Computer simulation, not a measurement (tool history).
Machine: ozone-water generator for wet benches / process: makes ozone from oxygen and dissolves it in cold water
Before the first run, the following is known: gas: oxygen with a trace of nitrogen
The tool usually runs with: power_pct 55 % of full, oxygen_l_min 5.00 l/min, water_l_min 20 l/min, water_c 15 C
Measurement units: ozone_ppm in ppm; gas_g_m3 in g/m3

run 1 hour=0.0 | power_pct=55 oxygen_l_min=5.00 water_l_min=20 water_c=15 | ozone_ppm=18.2 gas_g_m3=157.4
run 2 hour=60.6 | power_pct=55 oxygen_l_min=5.00 water_l_min=20 water_c=15 | ozone_ppm=18.2 gas_g_m3=156.2
run 3 hour=145.7 | power_pct=55 oxygen_l_min=5.00 water_l_min=25 water_c=15 | ozone_ppm=15.3 gas_g_m3=157.3
run 4 hour=238.9 | power_pct=55 oxygen_l_min=5.00 water_l_min=25 water_c=15 | ozone_ppm=15.5 gas_g_m3=156.9
run 5 hour=315.5 | power_pct=55 oxygen_l_min=5.00 water_l_min=25 water_c=15 | ozone_ppm=15.2 gas_g_m3=157.5
run 6 hour=391.5 | power_pct=55 oxygen_l_min=5.00 water_l_min=20 water_c=15 | ozone_ppm=18.4 gas_g_m3=157.1
run 7 hour=456.3 | power_pct=55 oxygen_l_min=5.00 water_l_min=20 water_c=15 | ozone_ppm=18.3 gas_g_m3=157.3
run 8 hour=527.8 | power_pct=55 oxygen_l_min=5.00 water_l_min=20 water_c=15 | ozone_ppm=18.4 gas_g_m3=156.5
run 9 hour=606.5 | power_pct=55 oxygen_l_min=5.00 water_l_min=20 water_c=15 | ozone_ppm=18.1 gas_g_m3=157.0
run 10 hour=695.6 | power_pct=55 oxygen_l_min=5.00 water_l_min=20 water_c=15 | ozone_ppm=18.3 gas_g_m3=156.5
run 11 hour=753.0 | power_pct=55 oxygen_l_min=5.00 water_l_min=30 water_c=15 | ozone_ppm=13.1 gas_g_m3=155.5
run 12 hour=806.4 | power_pct=55 oxygen_l_min=5.00 water_l_min=27 water_c=15 | ozone_ppm=14.3 gas_g_m3=156.5
-- hour=848.9 contactor cleaned
run 13 hour=848.9 | power_pct=55 oxygen_l_min=5.00 water_l_min=27 water_c=15 | ozone_ppm=14.4 gas_g_m3=157.8
run 14 hour=912.7 | power_pct=55 oxygen_l_min=5.00 water_l_min=27 water_c=15 | ozone_ppm=14.4 gas_g_m3=155.9
run 15 hour=960.6 | power_pct=55 oxygen_l_min=5.00 water_l_min=27 water_c=15 | ozone_ppm=14.5 gas_g_m3=158.1
run 16 hour=1031.7 | power_pct=55 oxygen_l_min=5.00 water_l_min=20 water_c=16 | ozone_ppm=18.0 gas_g_m3=157.9
run 17 hour=1120.6 | power_pct=55 oxygen_l_min=8.86 water_l_min=20 water_c=16 | ozone_ppm=16.4 gas_g_m3=104.7
run 18 hour=1162.0 | power_pct=55 oxygen_l_min=5.33 water_l_min=17 water_c=16 | ozone_ppm=19.7 gas_g_m3=149.9
run 19 hour=1229.5 | power_pct=55 oxygen_l_min=3.56 water_l_min=20 water_c=15 | ozone_ppm=18.8 gas_g_m3=196.1
run 20 hour=1281.5 | power_pct=55 oxygen_l_min=3.56 water_l_min=20 water_c=15 | ozone_ppm=18.9 gas_g_m3=198.0
run 21 hour=1329.6 | power_pct=42 oxygen_l_min=5.52 water_l_min=19 water_c=13 | ozone_ppm=15.9 gas_g_m3=121.5
run 22 hour=1418.4 | power_pct=42 oxygen_l_min=5.52 water_l_min=19 water_c=13 | ozone_ppm=16.0 gas_g_m3=120.4
run 23 hour=1498.9 | power_pct=78 oxygen_l_min=5.52 water_l_min=19 water_c=19 | ozone_ppm=22.7 gas_g_m3=187.3
run 24 hour=1552.2 | power_pct=64 oxygen_l_min=5.52 water_l_min=19 water_c=17 | ozone_ppm=20.3 gas_g_m3=164.4
run 25 hour=1625.1 | power_pct=64 oxygen_l_min=4.65 water_l_min=19 water_c=17 | ozone_ppm=20.7 gas_g_m3=184.5
run 26 hour=1664.2 | power_pct=87 oxygen_l_min=2.66 water_l_min=20 water_c=9 | ozone_ppm=27.5 gas_g_m3=337.1
run 27 hour=1717.5 | power_pct=86 oxygen_l_min=5.69 water_l_min=17 water_c=21 | ozone_ppm=25.3 gas_g_m3=198.2
run 28 hour=1761.9 | power_pct=47 oxygen_l_min=4.24 water_l_min=26 water_c=21 | ozone_ppm=12.5 gas_g_m3=157.2
run 29 hour=1821.8 | power_pct=47 oxygen_l_min=4.24 water_l_min=26 water_c=21 | ozone_ppm=12.5 gas_g_m3=158.0
run 30 hour=1915.5 | power_pct=47 oxygen_l_min=7.64 water_l_min=15 water_c=21 | ozone_ppm=16.0 gas_g_m3=103.9
run 31 hour=1958.1 | power_pct=67 oxygen_l_min=8.52 water_l_min=15 water_c=21 | ozone_ppm=20.0 gas_g_m3=124.1
run 32 hour=2045.0 | power_pct=67 oxygen_l_min=8.52 water_l_min=15 water_c=21 | ozone_ppm=20.2 gas_g_m3=124.5
run 33 hour=2107.5 | power_pct=67 oxygen_l_min=8.52 water_l_min=15 water_c=21 | ozone_ppm=20.2 gas_g_m3=125.1
run 34 hour=2152.8 | power_pct=67 oxygen_l_min=8.52 water_l_min=15 water_c=21 | ozone_ppm=19.8 gas_g_m3=124.1

Branching from run 34: 3 alternative next runs. What would each branch give?
run A hour=2242.3 | power_pct=48 oxygen_l_min=6.69 water_l_min=17 water_c=15 | ozone_ppm=? gas_g_m3=?
run B hour=2242.3 | power_pct=67 oxygen_l_min=8.52 water_l_min=17 water_c=21 | ozone_ppm=? gas_g_m3=?
run C hour=2242.3 | power_pct=67 oxygen_l_min=2.58 water_l_min=25 water_c=10 | ozone_ppm=? gas_g_m3=?

run=A ozone_ppm=17.6 gas_g_m3=115.5
run=B ozone_ppm=18.4 gas_g_m3=124.1
run=C ozone_ppm=18.3 gas_g_m3=287.2
Stripped of hidden state, with their random variation kept, the same runs would have yielded:
run=A ozone_ppm=17.6 gas_g_m3=115.5
run=B ozone_ppm=18.4 gas_g_m3=124.2
run=C ozone_ppm=18.3 gas_g_m3=287.5

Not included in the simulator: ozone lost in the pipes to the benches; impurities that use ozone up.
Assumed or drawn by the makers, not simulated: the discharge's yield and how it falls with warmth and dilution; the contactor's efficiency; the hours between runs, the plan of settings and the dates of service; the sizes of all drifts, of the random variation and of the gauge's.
